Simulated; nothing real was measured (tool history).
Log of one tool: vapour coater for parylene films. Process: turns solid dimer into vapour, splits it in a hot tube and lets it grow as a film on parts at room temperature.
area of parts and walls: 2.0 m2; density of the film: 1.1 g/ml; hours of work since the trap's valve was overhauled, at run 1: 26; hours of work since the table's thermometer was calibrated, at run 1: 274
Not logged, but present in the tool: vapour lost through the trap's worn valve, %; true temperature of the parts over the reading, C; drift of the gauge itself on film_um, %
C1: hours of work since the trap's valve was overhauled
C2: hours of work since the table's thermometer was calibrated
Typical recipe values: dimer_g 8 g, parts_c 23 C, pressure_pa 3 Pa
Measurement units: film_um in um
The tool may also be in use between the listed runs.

run 1 day=0 | dimer_g=8 parts_c=23 pressure_pa=3 | C1=26 C2=274 | film_um=2.59
run 2 day=1.179 | dimer_g=8 parts_c=23 pressure_pa=3 | C1=49 C2=296 | film_um=2.56
run 3 day=1.921 | dimer_g=8 parts_c=21 pressure_pa=3 | C1=63 C2=310 | film_um=2.69
run 4 day=2.925 | dimer_g=8 parts_c=21 pressure_pa=3 | C1=82 C2=330 | film_um=2.71
run 5 day=4.079 | dimer_g=8 parts_c=23 pressure_pa=3 | C1=105 C2=352 | film_um=2.53
run 6 day=4.675 | dimer_g=8 parts_c=23 pressure_pa=3 | C1=116 C2=363 | film_um=2.6
run 7 day=5.742 | dimer_g=8 parts_c=23 pressure_pa=3 | C1=137 C2=384 | film_um=2.56
run 8 day=6.754 | dimer_g=8 parts_c=23 pressure_pa=3 | C1=156 C2=403 | film_um=2.56
run 9 day=7.646 | dimer_g=8 parts_c=23 pressure_pa=3 | C1=173 C2=420 | film_um=2.54
run 10 day=8.271 | dimer_g=8 parts_c=23 pressure_pa=3 | C1=185 C2=432 | film_um=2.6
run 11 day=8.983 | dimer_g=8 parts_c=23 pressure_pa=11.43 | C1=199 C2=446 | film_um=2.12
run 12 day=9.521 | dimer_g=13 parts_c=23 pressure_pa=11.43 | C1=209 C2=456 | film_um=3.41
run 13 day=10.225 | dimer_g=13 parts_c=23 pressure_pa=11.43 | C1=223 C2=470 | film_um=3.54
-- day=10.962 trap's valve overhauled
run 14 day=11.25 | dimer_g=13 parts_c=23 pressure_pa=11.43 | C1=6 C2=486 | film_um=3.42
run 15 day=12.092 | dimer_g=13 parts_c=23 pressure_pa=11.43 | C1=22 C2=502 | film_um=3.42
run 16 day=12.838 | dimer_g=4 parts_c=23 pressure_pa=11.43 | C1=36 C2=517 | film_um=1.08
run 17 day=13.579 | dimer_g=8 parts_c=23 pressure_pa=3.88 | C1=50 C2=531 | film_um=2.48
run 18 day=14.146 | dimer_g=8 parts_c=23 pressure_pa=3.88 | C1=61 C2=542 | film_um=2.52
run 19 day=14.896 | dimer_g=8 parts_c=23 pressure_pa=3.88 | C1=76 C2=556 | film_um=2.53
run 20 day=15.588 | dimer_g=10 parts_c=23 pressure_pa=3 | C1=89 C2=569 | film_um=3.2
run 21 day=16.188 | dimer_g=5 parts_c=23 pressure_pa=3 | C1=100 C2=581 | film_um=1.65
run 22 day=17.196 | dimer_g=5 parts_c=23 pressure_pa=3 | C1=120 C2=600 | film_um=1.61
run 23 day=18.312 | dimer_g=8 parts_c=23 pressure_pa=3 | C1=141 C2=622 | film_um=2.53
run 24 day=19.275 | dimer_g=8 parts_c=23 pressure_pa=3 | C1=160 C2=640 | film_um=2.63
run 25 day=20.35 | dimer_g=8 parts_c=23 pressure_pa=3 | C1=180 C2=661 | film_um=2.59
run 26 day=20.954 | dimer_g=9 parts_c=22 pressure_pa=2.18 | C1=192 C2=673 | film_um=3.1
run 27 day=21.45 | dimer_g=8 parts_c=17 pressure_pa=9.18 | C1=201 C2=682 | film_um=2.66
run 28 day=22.104 | dimer_g=5 parts_c=23 pressure_pa=3 | C1=214 C2=695 | film_um=1.58
run 29 day=22.912 | dimer_g=5 parts_c=23 pressure_pa=3 | C1=229 C2=710 | film_um=1.6
-- day=23.288 trap's valve overhauled
run 30 day=24.2 | dimer_g=5 parts_c=16 pressure_pa=4.32 | C1=18 C2=732 | film_um=1.84
run 31 day=25.308 | dimer_g=8 parts_c=23 pressure_pa=2.5 | C1=39 C2=753 | film_um=2.6
run 32 day=26.104 | dimer_g=13 parts_c=27 pressure_pa=4.75 | C1=54 C2=768 | film_um=3.53
run 33 day=26.717 | dimer_g=7 parts_c=29 pressure_pa=10.29 | C1=66 C2=780 | film_um=1.62
run 34 day=27.538 | dimer_g=3 parts_c=34 pressure_pa=3 | C1=82 C2=796 | film_um=0.76
run 35 day=28.304 | dimer_g=7 parts_c=24 pressure_pa=2.68 | C1=96 C2=810 | film_um=2.25
run 36 day=29.012 | dimer_g=7 parts_c=24 pressure_pa=2.68 | C1=110 C2=824 | film_um=2.23
run 37 day=29.629 | dimer_g=7 parts_c=24 pressure_pa=2.68 | C1=122 C2=836 | film_um=2.26
run 38 day=30.85 | dimer_g=7 parts_c=24 pressure_pa=2.68 | C1=145 C2=859 | film_um=2.24
run 39 day=31.692 | dimer_g=4 parts_c=24 pressure_pa=2.68 | C1=161 C2=875 | film_um=1.29
run 40 day=32.367 | dimer_g=5 parts_c=18 pressure_pa=6.94 | C1=174 C2=888 | film_um=1.64
run 41 day=33.3 | dimer_g=10 parts_c=16 pressure_pa=3 | C1=192 C2=906 | film_um=3.89
run 42 day=34.438 | dimer_g=10 parts_c=16 pressure_pa=3 | C1=214 C2=928 | film_um=3.92
-- day=35.567 trap's valve overhauled
run 43 day=35.7 | dimer_g=10 parts_c=16 pressure_pa=3 | C1=3 C2=949 | film_um=3.83
run 44 day=36.292 | dimer_g=8 parts_c=25 pressure_pa=11.78 | C1=14 C2=960 | film_um=1.97
run 45 day=37.054 | dimer_g=10 parts_c=33 pressure_pa=5.12 | C1=29 C2=975 | film_um=2.28
run 46 day=37.988 | dimer_g=7 parts_c=34 pressure_pa=7.43 | C1=46 C2=993 | film_um=1.45
run 47 day=38.65 | dimer_g=7 parts_c=34 pressure_pa=9.56 | C1=59 C2=1006 | film_um=1.43
run 48 day=39.729 | dimer_g=7 parts_c=34 pressure_pa=9.56 | C1=80 C2=1026 | film_um=1.41

Take each entry between the runs: how does the hidden state at the last listed run before it differ from the hidden state at the first listed run after it?
Run 13 -> run 14: trap's valve overhauled (day 10.962)
  vapour lost through the trap's worn valve, %: 0.3 -> 0
Run 29 -> run 30: trap's valve overhauled (day 23.288)
  vapour lost through the trap's worn valve, %: 0.3 -> 0
Run 42 -> run 43: trap's valve overhauled (day 35.567)
  vapour lost through the trap's worn valve, %: 0.3 -> 0

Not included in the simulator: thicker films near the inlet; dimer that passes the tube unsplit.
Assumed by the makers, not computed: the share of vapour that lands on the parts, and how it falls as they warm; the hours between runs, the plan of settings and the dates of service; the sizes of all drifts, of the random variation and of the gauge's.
